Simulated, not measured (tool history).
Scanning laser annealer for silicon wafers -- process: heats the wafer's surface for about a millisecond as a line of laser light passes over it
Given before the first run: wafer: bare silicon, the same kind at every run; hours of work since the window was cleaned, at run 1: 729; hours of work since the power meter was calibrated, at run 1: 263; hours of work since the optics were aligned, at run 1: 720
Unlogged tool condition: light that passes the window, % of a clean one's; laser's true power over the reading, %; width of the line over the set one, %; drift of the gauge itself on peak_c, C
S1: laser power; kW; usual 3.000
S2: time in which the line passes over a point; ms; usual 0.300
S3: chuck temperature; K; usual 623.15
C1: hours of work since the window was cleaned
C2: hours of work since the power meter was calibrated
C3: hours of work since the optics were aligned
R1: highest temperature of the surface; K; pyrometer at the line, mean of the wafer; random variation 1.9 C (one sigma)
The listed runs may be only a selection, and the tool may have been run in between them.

run	day	S1	S2	S3	C1	C2	C3	R1
1	0.000	3.000	0.300	623.15	729	263	720	1388.15
2	1.175	3.000	0.300	623.15	749	283	740	1390.15
3	2.454	3.000	0.329	623.15	771	305	762	1414.15
4	4.104	2.781	0.300	623.15	799	333	790	1315.15
5	5.800	2.955	0.300	623.15	827	362	819	1368.15
# day 6.033: window over the wafer cleaned
6	7.212	2.955	0.300	623.15	20	385	841	1359.15
7	9.079	2.955	0.300	623.15	52	416	873	1356.15
# day 10.562: window over the wafer cleaned, once more
8	11.504	2.955	0.307	630.15	16	456	913	1424.15
9	14.296	2.624	0.333	605.15	64	504	960	1312.15
10	16.188	3.153	0.224	655.15	96	536	992	1401.15
11	18.458	2.922	0.282	617.15	134	574	1031	1361.15
# day 19.017: optics aligned, line set to its width
12	21.442	3.252	0.211	623.15	181	622	41	1401.15
13	22.783	3.000	0.221	623.15	204	644	64	1340.15

Alternative continuations, all from the tool just after run 13; predict every row:
A	24.050	2.600	0.220	637.15	226	666	86	?
B	24.050	3.172	0.258	623.15	226	666	86	?
C	24.050	3.000	0.300	650.15	226	666	86	?
D	24.050	3.000	0.328	640.15	226	666	86	?

run	R1
A	1235.15
B	1443.15
C	1464.15
D	1483.15
Without the tool's hidden state the same runs would have given:
run	R1
A	1247.15
B	1459.15
C	1480.15
D	1500.15
